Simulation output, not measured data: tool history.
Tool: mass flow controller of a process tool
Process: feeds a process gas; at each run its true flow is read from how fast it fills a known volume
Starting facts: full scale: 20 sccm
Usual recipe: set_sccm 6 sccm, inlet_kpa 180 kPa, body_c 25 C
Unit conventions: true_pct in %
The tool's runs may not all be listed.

run,hour,set_sccm,inlet_kpa,body_c,true_pct
1,0.0,6,180,25,101.74
2,79.4,5,180,25,102.02
3,232.1,6,180,25,101.77
4,400.0,6,180,25,101.77
5,495.6,6,239,25,101.71
6,623.1,6,239,25,101.80
7,792.0,6,239,25,101.96
8,930.1,6,239,25,101.79
9,1021.1,6,180,36,101.46
# hour 1103.3: controller's zero set anew
10,1182.5,6,180,24,102.55
11,1350.9,6,180,25,102.53
12,1491.7,6,180,25,102.52
# hour 1629.2: controller's zero set anew, once more
13,1669.7,6,184,25,100.91
14,1776.3,6,180,25,100.89
15,1898.2,6,253,25,100.72
16,2007.1,6,272,28,100.53
17,2159.5,6,180,38,100.39
18,2308.5,20,193,24,101.04
19,2465.5,20,193,24,101.14
20,2633.8,20,263,33,100.67
21,2777.2,20,263,33,100.64
22,2908.8,15,148,39,100.56
23,2999.7,6,180,26,101.15
24,3072.8,16,182,25,101.15
25,3247.3,4,180,37,100.82
26,3403.2,4,180,37,100.90
27,3477.3,20,180,25,101.37
28,3565.7,9,180,28,101.19
29,3655.8,12,227,25,101.15

4 ways to go on from here, each from the tool as it stands after run 29. What would each give?
A,3729.9,6,145,32,?
B,3729.9,12,180,35,?
C,3729.9,7,227,25,?
D,3729.9,2,180,36,?

run,true_pct
A,101.23
B,100.86
C,101.31
D,101.65
Had the tool no hidden state, the same runs would have come out as:
run,true_pct
A,99.64
B,99.46
C,99.77
D,99.31
